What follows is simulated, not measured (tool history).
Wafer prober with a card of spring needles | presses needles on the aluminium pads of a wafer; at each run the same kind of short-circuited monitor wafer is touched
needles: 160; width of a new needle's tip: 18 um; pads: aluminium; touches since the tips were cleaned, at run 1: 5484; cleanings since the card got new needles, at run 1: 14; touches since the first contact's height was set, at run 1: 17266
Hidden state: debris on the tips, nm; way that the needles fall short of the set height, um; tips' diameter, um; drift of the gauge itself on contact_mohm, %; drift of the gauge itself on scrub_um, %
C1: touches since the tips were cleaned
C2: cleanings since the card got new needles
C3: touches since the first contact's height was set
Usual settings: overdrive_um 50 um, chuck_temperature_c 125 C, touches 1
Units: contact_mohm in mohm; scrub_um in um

Run 1, hour 0.0: usual settings; C1 5484; C2 14; C3 17266. Result: contact_mohm 291 mohm, scrub_um 13.15 um.
At hour 2.5: tips cleaned on abrasive film.
Run 2, hour 10.4: usual settings; C1 4846; C2 15; C3 23569. Result: contact_mohm 289 mohm, scrub_um 13.13 um.
At hour 13.8: tips cleaned on abrasive film.
Run 3, hour 19.4: usual settings; C1 3418; C2 16; C3 28971. Result: contact_mohm 289 mohm, scrub_um 13.13 um.
At hour 25.0: tips cleaned on abrasive film.
Run 4, hour 30.6: usual settings; C1 3426; C2 17; C3 35792. Result: contact_mohm 286 mohm, scrub_um 13.08 um.
At hour 37.2: tips cleaned on abrasive film.
Run 5, hour 41.8: usual settings; C1 2826; C2 18; C3 42538. Result: contact_mohm 286 mohm, scrub_um 13.08 um.
At hour 48.5: tips cleaned on abrasive film.
Run 6, hour 51.6: usual settings; C1 1872; C2 19; C3 48466. Result: contact_mohm 274 mohm, scrub_um 13.05 um.
Run 7, hour 59.2: usual settings; C1 6519; C2 19; C3 53113. Result: contact_mohm 296 mohm, scrub_um 13.04 um.
At hour 59.8: tips cleaned on abrasive film.
Run 8, hour 66.6: usual settings; C1 4134; C2 20; C3 57562. Result: contact_mohm 294 mohm, scrub_um 13.01 um.
At hour 71.5: tips cleaned on abrasive film.
Run 9, hour 75.9: usual settings; C1 2649; C2 21; C3 63175. Result: contact_mohm 286 mohm, scrub_um 12.97 um.
At hour 82.9: tips cleaned on abrasive film.
Run 10, hour 86.2: usual settings; C1 2042; C2 22; C3 69433. Result: contact_mohm 276 mohm, scrub_um 12.99 um.
At hour 94.1: tips cleaned on abrasive film.
Run 11, hour 94.5: usual settings; C1 270; C2 23; C3 74441. Result: contact_mohm 257 mohm, scrub_um 12.95 um.
Run 12, hour 99.8: usual settings but overdrive_um 44 um; C1 3508; C2 23; C3 77679. Result: contact_mohm 300 mohm, scrub_um 11.39 um.
Run 13, hour 105.0: usual settings; C1 6690; C2 23; C3 80861. Result: contact_mohm 304 mohm, scrub_um 12.95 um.
At hour 105.7: tips cleaned on abrasive film.
Run 14, hour 113.7: usual settings; C1 4860; C2 24; C3 86082. Result: contact_mohm 293 mohm, scrub_um 12.95 um.
At hour 117.3: tips cleaned on abrasive film.
Run 15, hour 124.4: usual settings; C1 4327; C2 25; C3 92550. Result: contact_mohm 297 mohm, scrub_um 12.92 um.
At hour 128.8: tips cleaned on abrasive film.
Run 16, hour 130.2: usual settings; C1 886; C2 26; C3 96064. Result: contact_mohm 264 mohm, scrub_um 12.90 um.
Run 17, hour 134.9: usual settings but overdrive_um 47 um, chuck_temperature_c 75 C; C1 3761; C2 26; C3 98939. Result: contact_mohm 292 mohm, scrub_um 12.13 um.
At hour 140.8: tips cleaned on abrasive film.
At hour 144.5: height of the first contact set anew.
Run 18, hour 145.2: usual settings but overdrive_um 41 um, chuck_temperature_c 106 C, touches 2; C1 2486; C2 27; C3 433. Result: contact_mohm 276 mohm, scrub_um 10.30 um.
At hour 152.8: tips cleaned on abrasive film.
Run 19, hour 153.4: usual settings but overdrive_um 41 um, chuck_temperature_c 46 C; C1 378; C2 28; C3 5357. Result: contact_mohm 252 mohm, scrub_um 10.26 um.
Run 20, hour 159.9: usual settings but overdrive_um 62 um, chuck_temperature_c 44 C; C1 4352; C2 28; C3 9331. Result: contact_mohm 264 mohm, scrub_um 15.83 um.
At hour 163.9: tips cleaned on abrasive film.
Run 21, hour 169.2: usual settings but overdrive_um 46 um, touches 3; C1 3250; C2 29; C3 14979. Result: contact_mohm 264 mohm, scrub_um 11.57 um.
At hour 175.4: tips cleaned on abrasive film.
Run 22, hour 178.6: usual settings but chuck_temperature_c 122 C, touches 3; C1 1956; C2 30; C3 20638. Result: contact_mohm 262 mohm, scrub_um 12.63 um.
Run 23, hour 184.3: usual settings but overdrive_um 34 um, chuck_temperature_c 56 C, touches 2; C1 5453; C2 30; C3 24135. Result: contact_mohm 306 mohm, scrub_um 8.39 um.
At hour 187.1: tips cleaned on abrasive film.
Run 24, hour 189.5: usual settings but overdrive_um 45 um, chuck_temperature_c 82 C; C1 1469; C2 31; C3 27259. Result: contact_mohm 274 mohm, scrub_um 11.28 um.
At hour 198.4: tips cleaned on abrasive film.
Run 25, hour 198.4: usual settings but overdrive_um 61 um, chuck_temperature_c 31 C; C1 0; C2 32; C3 32591. Result: contact_mohm 227 mohm, scrub_um 15.48 um.
At hour 200.8: height of the first contact set anew, once more.
Run 26, hour 205.5: usual settings but overdrive_um 61 um, chuck_temperature_c 31 C; C1 4175; C2 32; C3 2856. Result: contact_mohm 259 mohm, scrub_um 16.08 um.
At hour 210.2: tips cleaned on abrasive film.
Run 27, hour 212.8: usual settings but overdrive_um 44 um, chuck_temperature_c 32 C; C1 1583; C2 33; C3 7221. Result: contact_mohm 269 mohm, scrub_um 11.59 um.
Run 28, hour 218.1: usual settings but chuck_temperature_c 41 C; C1 4835; C2 33; C3 10473. Result: contact_mohm 280 mohm, scrub_um 13.17 um.
At hour 221.4: tips cleaned on abrasive film.
Run 29, hour 226.2: usual settings but overdrive_um 37 um, chuck_temperature_c 35 C, touches 2; C1 2908; C2 34; C3 15354. Result: contact_mohm 272 mohm, scrub_um 9.72 um.
At hour 232.8: tips cleaned on abrasive film.
Run 30, hour 234.9: usual settings but overdrive_um 37 um, chuck_temperature_c 35 C, touches 2; C1 1288; C2 35; C3 20646. Result: contact_mohm 254 mohm, scrub_um 9.70 um.
Run 31, hour 241.0: usual settings but overdrive_um 42 um, chuck_temperature_c 29 C; C1 4976; C2 35; C3 24334. Result: contact_mohm 296 mohm, scrub_um 11.00 um.
At hour 244.5: tips cleaned on abrasive film.
Run 32, hour 246.0: usual settings but overdrive_um 37 um, touches 3; C1 880; C2 36; C3 27316. Result: contact_mohm 261 mohm, scrub_um 9.68 um.

4 ways to go on from here, each from the tool as it stands after run 32. What would each give?
At hour 256.0: tips cleaned on abrasive film.
Run A, hour 256.9: usual settings but overdrive_um 37 um, chuck_temperature_c 98 C, touches 2; C1 532; C2 37; C3 33939. Result: contact_mohm ?, scrub_um ?.
At hour 256.0: tips cleaned on abrasive film.
Run B, hour 256.9: usual settings but overdrive_um 54 um, chuck_temperature_c 42 C, touches 3; C1 532; C2 37; C3 33939. Result: contact_mohm ?, scrub_um ?.
At hour 256.0: tips cleaned on abrasive film.
Run C, hour 256.9: usual settings but overdrive_um 41 um; C1 532; C2 37; C3 33939. Result: contact_mohm ?, scrub_um ?.
At hour 256.0: tips cleaned on abrasive film.
Run D, hour 256.9: usual settings but overdrive_um 36 um, chuck_temperature_c 81 C; C1 532; C2 37; C3 33939. Result: contact_mohm ?, scrub_um ?.

run  contact_mohm  scrub_um
  A           257      9.67
  B           229     14.16
  C           264     10.71
  D           260      9.38
Without the tool's hidden state the same runs would have given:
run  contact_mohm  scrub_um
  A           244      9.78
  B           224     14.27
  C           248     10.82
  D           238      9.49

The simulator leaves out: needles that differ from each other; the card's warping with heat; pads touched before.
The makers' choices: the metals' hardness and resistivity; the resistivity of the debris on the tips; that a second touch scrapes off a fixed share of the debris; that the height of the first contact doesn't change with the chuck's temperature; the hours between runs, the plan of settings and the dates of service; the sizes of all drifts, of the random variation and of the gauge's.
